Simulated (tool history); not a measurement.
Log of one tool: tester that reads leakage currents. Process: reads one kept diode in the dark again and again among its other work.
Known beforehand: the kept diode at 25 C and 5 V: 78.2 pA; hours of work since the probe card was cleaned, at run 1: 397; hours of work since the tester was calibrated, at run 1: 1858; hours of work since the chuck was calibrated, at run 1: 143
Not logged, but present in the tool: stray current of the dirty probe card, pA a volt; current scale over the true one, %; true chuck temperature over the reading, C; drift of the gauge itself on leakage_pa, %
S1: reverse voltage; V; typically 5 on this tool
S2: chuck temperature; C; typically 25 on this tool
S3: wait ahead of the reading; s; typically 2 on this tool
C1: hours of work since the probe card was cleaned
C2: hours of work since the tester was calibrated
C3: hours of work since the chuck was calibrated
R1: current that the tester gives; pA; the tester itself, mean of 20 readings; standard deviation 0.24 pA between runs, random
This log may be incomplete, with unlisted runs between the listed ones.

run,day,S1,S2,S3,C1,C2,C3,R1
1,0,5,25,2,397,1858,143,79.22
2,3.962,5,25,2,441,1902,187,78.99
3,7.938,1.89,25,2,484,1946,231,46.45
4,10.292,1.89,25,2,510,1971,257,46.44
5,12.679,1.89,25,2,537,1998,283,46.23
6,17.733,1.89,25,2,592,2053,338,46.35
7,21.471,1.89,25,2,633,2094,380,46.35
8,24.308,18.78,25,2,665,2126,411,166.72
9,28.375,18.78,25,2,709,2170,456,165.36
10,32.7,18.78,25,2,757,2218,503,165.44
11,35.992,18.78,25,2,793,2254,539,165.05
12,40.55,18.78,25,2,843,2304,590,164.55
13,42.975,8.44,25,2,870,2331,616,105.99
14,45.071,8.44,25,2,893,2354,639,106.4
15,49.092,8.44,25,2,937,2398,684,105.94
16,53.529,8.44,25,2,986,2447,732,106.22
17,56.533,10.77,24,4.14,1019,2480,765,110.29
18,59.562,20,25,2,1053,2514,799,171.59
# day 62.538: chuck's temperature calibrated
19,63.217,3.23,25,0.95,1092,2553,7,63.05
20,67.175,5.24,24,1.7,1135,2597,51,74.64
21,70.262,6.65,27,1.34,1169,2631,85,110.42
22,73.35,18.12,34,1.18,1203,2665,119,342.98
23,77.538,3.95,46,6.49,1249,2711,165,376.32

Across each entry between runs, compare the hidden state at the last listed run before it with the hidden state at the first listed run after it:
Runs 18 to 19: chuck's temperature calibrated (day 62.538)
  stray current of the dirty probe card, pA a volt: 0.025 -> 0.026; true chuck temperature over the reading, C: 0.01 -> 0
  the result without the hidden state subtracted from the measured one, R1: +0.26 -> +0.01 pA
